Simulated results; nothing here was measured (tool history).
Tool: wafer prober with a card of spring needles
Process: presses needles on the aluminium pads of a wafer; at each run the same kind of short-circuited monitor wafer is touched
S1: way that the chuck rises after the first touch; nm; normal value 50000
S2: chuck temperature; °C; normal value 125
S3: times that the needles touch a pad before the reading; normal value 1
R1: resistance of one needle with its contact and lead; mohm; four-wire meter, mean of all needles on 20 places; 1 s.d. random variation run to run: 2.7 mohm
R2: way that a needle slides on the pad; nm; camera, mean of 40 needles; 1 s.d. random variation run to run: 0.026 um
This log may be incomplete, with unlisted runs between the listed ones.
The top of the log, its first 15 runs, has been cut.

run   hour     S1   S2  S3   R1     R2
     192.7  -- tips cleaned on abrasive film
 16  196.7  50000  125   1  361  12830
     208.8  -- tips cleaned on abrasive film
 17  210.5  39000   28   1  344   9970
 18  221.8  39000   28   1  441   9990
     225.3  -- tips cleaned on abrasive film
 19  229.3  50000   41   1  336  12750
     241.7  -- tips cleaned on abrasive film
 20  243.1  50000   46   1  315  12720
     257.5  -- tips cleaned on abrasive film
 21  257.7  50000   31   2  292  12700
 22    266  52000   34   2  328  13250
     273.1  -- tips cleaned on abrasive film
 23  279.7  50000  107   1  375  12710
     288.9  -- tips cleaned on abrasive film
 24  295.8  50000   44   1  360  12640
     305.1  -- tips cleaned on abrasive film
 25    307  50000   47   2  313  12670
     321.4  -- tips cleaned on abrasive film
 26  323.9  50000   47   2  321  12580
     337.5  -- tips cleaned on abrasive film
 27  340.5  31000  125   1  431   7760
     353.7  -- tips cleaned on abrasive film
 28  356.5  31000  125   1  432   7740
 29  365.5  31000  125   1  555   7730
     369.9  -- tips cleaned on abrasive film
 30  376.6  31000   99   1  505   7660
     385.7  -- tips cleaned on abrasive film
 31    393  31000   99   1  502   7650
     401.5  -- tips cleaned on abrasive film
 32  401.5  50000  125   2  323  12510

Each row is a separate what-if for the run after 32, all from the same tool condition, not one after another. Results?
  A  414.4  50000  68   1   ?   ?
  B  414.4  35000  60   2   ?   ?
  C  414.4  30000  39   2   ?   ?
  D  414.4  50000  64   2   ?   ?

run   R1     R2
  A  399  12530
  B  424   8690
  C  481   7380
  D  355  12520
Take away the tool's hidden state, keep each run's random variation, and the runs would have read:
run   R1     R2
  A  298  12880
  B  302   9040
  C  307   7730
  D  293  12870

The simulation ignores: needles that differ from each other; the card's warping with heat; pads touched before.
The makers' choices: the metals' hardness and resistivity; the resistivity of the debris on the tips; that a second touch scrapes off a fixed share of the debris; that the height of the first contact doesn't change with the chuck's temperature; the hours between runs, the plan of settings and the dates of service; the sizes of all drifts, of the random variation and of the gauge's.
